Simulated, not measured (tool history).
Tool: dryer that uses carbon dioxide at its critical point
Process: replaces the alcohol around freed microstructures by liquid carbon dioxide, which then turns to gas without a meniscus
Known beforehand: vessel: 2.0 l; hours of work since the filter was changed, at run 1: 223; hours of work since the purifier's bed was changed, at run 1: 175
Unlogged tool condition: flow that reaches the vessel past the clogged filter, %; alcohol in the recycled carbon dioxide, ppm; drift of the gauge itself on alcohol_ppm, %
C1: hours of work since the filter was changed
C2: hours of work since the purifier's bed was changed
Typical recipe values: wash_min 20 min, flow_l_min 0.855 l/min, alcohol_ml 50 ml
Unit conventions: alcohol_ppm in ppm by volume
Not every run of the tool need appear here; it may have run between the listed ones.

Run 1, hour 0: usual settings; C1 223; C2 175. Result: alcohol_ppm 106 ppm by volume.
Run 2, hour 15.8: usual settings but alcohol_ml 38 ml; C1 231; C2 183. Result: alcohol_ppm 102 ppm by volume.
Run 3, hour 27.1: usual settings but alcohol_ml 38 ml; C1 238; C2 190. Result: alcohol_ppm 101 ppm by volume.
Run 4, hour 41.3: usual settings but alcohol_ml 38 ml; C1 246; C2 197. Result: alcohol_ppm 105 ppm by volume.
Run 5, hour 51.5: usual settings; C1 251; C2 203. Result: alcohol_ppm 129 ppm by volume.
Run 6, hour 59.8: usual settings; C1 256; C2 208. Result: alcohol_ppm 126 ppm by volume.
Run 7, hour 75: usual settings; C1 264; C2 216. Result: alcohol_ppm 134 ppm by volume.
Run 8, hour 90.6: usual settings but wash_min 15 min; C1 273; C2 225. Result: alcohol_ppm 340 ppm by volume.
Run 9, hour 98.4: usual settings but wash_min 15 min; C1 277; C2 229. Result: alcohol_ppm 347 ppm by volume.
Run 10, hour 114.1: usual settings but wash_min 29 min; C1 286; C2 238. Result: alcohol_ppm 83 ppm by volume.
At hour 118.1: inlet filter changed.
Run 11, hour 130.4: usual settings; C1 7; C2 246. Result: alcohol_ppm 105 ppm by volume.
Run 12, hour 140.4: usual settings; C1 12; C2 252. Result: alcohol_ppm 109 ppm by volume.
Run 13, hour 149.3: usual settings; C1 17; C2 257. Result: alcohol_ppm 112 ppm by volume.
Run 14, hour 164.2: usual settings but wash_min 13 min, flow_l_min 0.609 l/min, alcohol_ml 118 ml; C1 25; C2 265. Result: alcohol_ppm 2576 ppm by volume.
Run 15, hour 172.9: usual settings but wash_min 13 min, flow_l_min 0.609 l/min, alcohol_ml 118 ml; C1 30; C2 270. Result: alcohol_ppm 2542 ppm by volume.
Run 16, hour 180.5: usual settings but wash_min 13 min, flow_l_min 0.609 l/min, alcohol_ml 118 ml; C1 35; C2 274. Result: alcohol_ppm 2594 ppm by volume.
Run 17, hour 190.7: usual settings but wash_min 26 min, flow_l_min 0.609 l/min, alcohol_ml 22 ml; C1 40; C2 280. Result: alcohol_ppm 109 ppm by volume.
Run 18, hour 205.1: usual settings but wash_min 17 min, alcohol_ml 32 ml; C1 48; C2 288. Result: alcohol_ppm 142 ppm by volume.
Run 19, hour 218.5: usual settings but wash_min 18 min, flow_l_min 1.293 l/min, alcohol_ml 52 ml; C1 56; C2 295. Result: alcohol_ppm 92 ppm by volume.
Run 20, hour 225.4: usual settings but wash_min 18 min, flow_l_min 1.315 l/min, alcohol_ml 33 ml; C1 59; C2 299. Result: alcohol_ppm 98 ppm by volume.
Run 21, hour 232.4: usual settings but wash_min 18 min, flow_l_min 0.621 l/min, alcohol_ml 24 ml; C1 63; C2 303. Result: alcohol_ppm 252 ppm by volume.
Run 22, hour 244: usual settings but wash_min 14 min, flow_l_min 1.003 l/min, alcohol_ml 90 ml; C1 70; C2 309. Result: alcohol_ppm 277 ppm by volume.
Run 23, hour 260.4: usual settings but wash_min 31 min, flow_l_min 0.604 l/min, alcohol_ml 26 ml; C1 79; C2 318. Result: alcohol_ppm 111 ppm by volume.
Run 24, hour 267.6: usual settings but wash_min 31 min, flow_l_min 0.604 l/min, alcohol_ml 26 ml; C1 83; C2 322. Result: alcohol_ppm 116 ppm by volume.
Run 25, hour 278.7: usual settings but wash_min 15 min, alcohol_ml 59 ml; C1 89; C2 328. Result: alcohol_ppm 305 ppm by volume.
Run 26, hour 294.1: usual settings but wash_min 14 min, flow_l_min 1.033 l/min, alcohol_ml 78 ml; C1 98; C2 337. Result: alcohol_ppm 261 ppm by volume.

What if the next run were any one of these 4? Each begins from the tool's condition after run 26:
Run A, hour 300.9: usual settings but wash_min 17 min; C1 101; C2 341. Result: alcohol_ppm ?.
Run B, hour 300.9: usual settings but wash_min 29 min, flow_l_min 0.602 l/min, alcohol_ml 55 ml; C1 101; C2 341. Result: alcohol_ppm ?.
Run C, hour 300.9: usual settings but flow_l_min 1.227 l/min, alcohol_ml 28 ml; C1 101; C2 341. Result: alcohol_ppm ?.
Run D, hour 300.9: usual settings but wash_min 14 min, flow_l_min 0.988 l/min, alcohol_ml 34 ml; C1 101; C2 341. Result: alcohol_ppm ?.

run  alcohol_ppm
  A          194
  B          153
  C          118
  D          192
Without the tool's unlogged condition, the same runs would have read:
run  alcohol_ppm
  A           64
  B           37
  C           12
  D           64
